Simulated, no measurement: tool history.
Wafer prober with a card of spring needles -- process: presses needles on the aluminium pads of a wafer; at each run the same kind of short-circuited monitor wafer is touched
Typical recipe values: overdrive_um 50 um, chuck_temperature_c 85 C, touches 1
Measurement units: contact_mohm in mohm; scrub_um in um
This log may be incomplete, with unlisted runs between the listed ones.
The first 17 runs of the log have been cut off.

{"hour": 269.5, "done": "tips cleaned on abrasive film"}
{"run": 18, "hour": 270.4, "overdrive_um": 53, "chuck_temperature_c": 79, "touches": 1, "contact_mohm": 146, "scrub_um": 14.018}
{"hour": 278.7, "done": "height of the first contact set anew"}
{"run": 19, "hour": 290.7, "overdrive_um": 38, "chuck_temperature_c": 85, "touches": 1, "contact_mohm": 153, "scrub_um": 10.054}
{"hour": 294.6, "done": "tips cleaned on abrasive film"}
{"run": 20, "hour": 300.3, "overdrive_um": 38, "chuck_temperature_c": 85, "touches": 1, "contact_mohm": 154, "scrub_um": 10.043}
{"hour": 319.1, "done": "tips cleaned on abrasive film"}
{"run": 21, "hour": 319.1, "overdrive_um": 38, "chuck_temperature_c": 85, "touches": 1, "contact_mohm": 153, "scrub_um": 10.027}
{"run": 22, "hour": 334.9, "overdrive_um": 38, "chuck_temperature_c": 85, "touches": 1, "contact_mohm": 157, "scrub_um": 10.017}
{"hour": 343.9, "done": "tips cleaned on abrasive film"}
{"run": 23, "hour": 351.1, "overdrive_um": 30, "chuck_temperature_c": 40, "touches": 1, "contact_mohm": 152, "scrub_um": 7.911}
{"run": 24, "hour": 361.3, "overdrive_um": 35, "chuck_temperature_c": 94, "touches": 3, "contact_mohm": 162, "scrub_um": 9.217}
{"hour": 369.5, "done": "tips cleaned on abrasive film"}
{"run": 25, "hour": 375.6, "overdrive_um": 35, "chuck_temperature_c": 94, "touches": 3, "contact_mohm": 157, "scrub_um": 9.209}
{"run": 26, "hour": 387.7, "overdrive_um": 39, "chuck_temperature_c": 85, "touches": 2, "contact_mohm": 155, "scrub_um": 10.243}
{"hour": 393.5, "done": "tips cleaned on abrasive film"}
{"run": 27, "hour": 401.9, "overdrive_um": 62, "chuck_temperature_c": 48, "touches": 1, "contact_mohm": 139, "scrub_um": 16.292}
{"run": 28, "hour": 416.9, "overdrive_um": 62, "chuck_temperature_c": 48, "touches": 1, "contact_mohm": 139, "scrub_um": 16.284}
{"hour": 418.9, "done": "tips cleaned on abrasive film"}
{"run": 29, "hour": 435.3, "overdrive_um": 57, "chuck_temperature_c": 68, "touches": 1, "contact_mohm": 144, "scrub_um": 14.951}
{"hour": 443.3, "done": "tips cleaned on abrasive film"}
{"run": 30, "hour": 445.6, "overdrive_um": 51, "chuck_temperature_c": 85, "touches": 1, "contact_mohm": 151, "scrub_um": 13.364}
{"run": 31, "hour": 463.7, "overdrive_um": 65, "chuck_temperature_c": 88, "touches": 1, "contact_mohm": 148, "scrub_um": 17.032}
{"hour": 468.8, "done": "tips cleaned on abrasive film"}
{"run": 32, "hour": 478.4, "overdrive_um": 65, "chuck_temperature_c": 88, "touches": 1, "contact_mohm": 147, "scrub_um": 17.037}

Below are 5 alternative next runs, each starting from the tool's condition after run 32. Predict each:
{"hour": 493.5, "done": "tips cleaned on abrasive film"}
{"run": "A", "hour": 494.3, "overdrive_um": 52, "chuck_temperature_c": 101, "touches": 2, "contact_mohm": "?", "scrub_um": "?"}
{"hour": 493.5, "done": "tips cleaned on abrasive film"}
{"run": "B", "hour": 494.3, "overdrive_um": 65, "chuck_temperature_c": 88, "touches": 2, "contact_mohm": "?", "scrub_um": "?"}
{"hour": 493.5, "done": "tips cleaned on abrasive film"}
{"run": "C", "hour": 494.3, "overdrive_um": 35, "chuck_temperature_c": 89, "touches": 2, "contact_mohm": "?", "scrub_um": "?"}
{"hour": 493.5, "done": "tips cleaned on abrasive film"}
{"run": "D", "hour": 494.3, "overdrive_um": 53, "chuck_temperature_c": 85, "touches": 2, "contact_mohm": "?", "scrub_um": "?"}
{"hour": 493.5, "done": "tips cleaned on abrasive film"}
{"run": "E", "hour": 494.3, "overdrive_um": 45, "chuck_temperature_c": 42, "touches": 2, "contact_mohm": "?", "scrub_um": "?"}

run=A contact_mohm=152 scrub_um=13.614
run=B contact_mohm=146 scrub_um=17.001
run=C contact_mohm=158 scrub_um=9.148
run=D contact_mohm=143 scrub_um=13.87
run=E contact_mohm=144 scrub_um=11.776
What these runs would have given with no unlogged condition in the tool:
run=A contact_mohm=152 scrub_um=13.959
run=B contact_mohm=146 scrub_um=17.432
run=C contact_mohm=158 scrub_um=9.381
run=D contact_mohm=143 scrub_um=14.221
run=E contact_mohm=144 scrub_um=12.074

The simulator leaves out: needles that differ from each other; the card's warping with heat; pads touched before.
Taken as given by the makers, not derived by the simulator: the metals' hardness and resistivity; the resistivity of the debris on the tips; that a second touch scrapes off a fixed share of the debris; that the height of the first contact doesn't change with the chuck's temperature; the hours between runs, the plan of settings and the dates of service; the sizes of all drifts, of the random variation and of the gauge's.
